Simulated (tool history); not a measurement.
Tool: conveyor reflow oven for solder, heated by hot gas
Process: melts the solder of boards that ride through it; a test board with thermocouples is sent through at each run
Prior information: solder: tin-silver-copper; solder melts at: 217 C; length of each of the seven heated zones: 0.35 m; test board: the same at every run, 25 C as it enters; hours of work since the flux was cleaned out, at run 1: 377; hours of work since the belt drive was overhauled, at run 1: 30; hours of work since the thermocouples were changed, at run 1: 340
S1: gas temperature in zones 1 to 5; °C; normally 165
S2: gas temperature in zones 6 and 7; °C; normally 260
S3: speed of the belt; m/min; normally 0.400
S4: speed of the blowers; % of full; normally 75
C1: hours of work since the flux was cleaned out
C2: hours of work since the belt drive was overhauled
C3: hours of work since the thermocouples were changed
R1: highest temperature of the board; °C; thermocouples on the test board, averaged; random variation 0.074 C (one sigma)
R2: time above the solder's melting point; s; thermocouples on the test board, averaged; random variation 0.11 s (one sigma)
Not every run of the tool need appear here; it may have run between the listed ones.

run	hour	S1	S2	S3	S4	C1	C2	C3	R1	R2
1	0.0	165	260	0.400	75	377	30	340	246.56	69.8
2	10.5	165	260	0.400	56	385	37	348	243.35	64.2
3	19.1	165	260	0.400	56	391	43	354	243.43	64.1
4	30.1	165	260	0.400	56	399	51	362	243.31	64.2
5	36.3	165	260	0.400	77	403	56	366	246.89	70.1
6	45.0	165	260	0.370	77	410	62	372	248.81	79.5
7	57.2	165	260	0.370	77	418	71	381	248.89	79.8
8	69.5	165	260	0.400	71	427	80	390	245.89	68.5
9	75.9	165	260	0.400	71	432	84	394	245.75	68.5
10	83.1	165	260	0.400	71	437	89	400	245.78	68.4
11	89.6	165	260	0.400	71	442	94	404	245.95	68.6
12	101.8	165	260	0.400	71	450	103	413	245.75	68.5
13	109.9	165	260	0.400	71	456	108	419	245.56	68.4
14	119.1	165	260	0.400	71	463	115	425	245.61	68.3
# hour 131.9: flux residue cleaned out of gas plates and filters
15	134.8	165	260	0.400	71	2	123	433	248.25	72.5
16	141.4	165	270	0.457	75	7	128	438	253.85	66.8
17	151.1	165	248	0.392	75	14	135	445	238.15	62.3
18	157.8	165	253	0.320	69	19	139	450	246.44	92.8
19	170.4	167	264	0.383	85	28	148	459	254.90	84.9
20	180.8	167	264	0.383	85	35	156	466	254.84	84.7
21	188.6	167	264	0.383	85	41	161	472	254.99	84.7
22	199.5	165	259	0.367	75	48	169	479	249.71	82.4
23	206.8	165	260	0.400	57	54	174	485	245.36	68.0
24	215.4	178	260	0.442	54	60	181	491	244.12	64.1
25	225.1	171	272	0.423	55	67	188	498	254.95	75.4

Some steps in R1, run to run, broken into two amounts with sign: the step expected even without the hidden condition (settings, incoming material, random variation), and the rest, left for the hidden condition together with whatever gauge scatter is not in both the measured and the hidden-condition-free result:
Hidden state at play: heat that the gas passes to the board, % of a clean oven's; belt's true speed, % of the reading; true gas temperature in zones 6 and 7 over the reading, C; drift of the gauge itself on peak_c, C; drift of the gauge itself on liquid_s, %.
Run 7 -> 8: S3 0.370 -> 0.400, S4 77 -> 71. R1 -3.00 °C: hidden state -0.24, all else -2.76.
Run 14 -> 15: flux residue cleaned out of gas plates and filters. R1 +2.64 °C: hidden state +2.41, all else +0.23.
Run 16 -> 17: S2 270 -> 248, S3 0.457 -> 0.392. R1 -15.70 °C: hidden state +0.00, all else -15.70.
Run 24 -> 25: S1 178 -> 171, S2 260 -> 272, S3 0.442 -> 0.423, S4 54 -> 55. R1 +10.83 °C: hidden state -0.04, all else +10.87.
